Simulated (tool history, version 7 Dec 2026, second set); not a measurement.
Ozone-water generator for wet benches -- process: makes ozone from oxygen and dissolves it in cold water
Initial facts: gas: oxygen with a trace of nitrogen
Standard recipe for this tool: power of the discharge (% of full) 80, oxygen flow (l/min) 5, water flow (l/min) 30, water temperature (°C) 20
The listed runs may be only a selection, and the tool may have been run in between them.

run	hour	power of the discharge (% of full)	oxygen flow (l/min)	water flow (l/min)	water temperature (°C)	dissolved ozone (ppm)	ozone in the gas ahead of the water (g/m3)
1	0	80	5	30	20	13.6	210.7
2	23.1	80	5	30	20	13.7	209
3	42.5	80	4.92	30	20	13.7	207.8
4	70.6	80	4.92	30	20	13.7	212.2
5	102.4	80	5	30	20	13.5	208.3
6	121.4	80	5	30	20	13.5	209.1
7	153.8	80	5	30	16	13.9	208.3
8	179.2	43	4.19	30	16	9.2	150.3
9	212.7	43	4.19	30	16	9.2	152
10	239.6	76	3.38	30	20	11.6	234.4
11	263.2	95	7.73	30	20	16.3	196
12	308.3	80	5	30	17	14.1	208.5
13	334.8	83	8.93	44	24	10.4	171.4
14	371.8	75	4.48	44	24	8.5	209.4

Alternative continuations, all from the tool just after run 14; predict every row:
A	418	56	6.53	20	20	?	?
B	418	75	4.48	23	24	?	?
C	418	80	3.25	41	20	?	?
D	418	42	3.61	44	24	?	?
E	418	42	4.48	37	20	?	?

run	dissolved ozone (ppm)	ozone in the gas ahead of the water (g/m3)
A	15.8	150.2
B	15	208.6
C	8.5	247.1
D	5.5	158.7
E	7.3	147.8
Without the tool's unlogged condition, the same runs would have read:
run	dissolved ozone (ppm)	ozone in the gas ahead of the water (g/m3)
A	16.2	150.7
B	15.4	209.5
C	8.7	248.1
D	5.6	159.1
E	7.5	148.2

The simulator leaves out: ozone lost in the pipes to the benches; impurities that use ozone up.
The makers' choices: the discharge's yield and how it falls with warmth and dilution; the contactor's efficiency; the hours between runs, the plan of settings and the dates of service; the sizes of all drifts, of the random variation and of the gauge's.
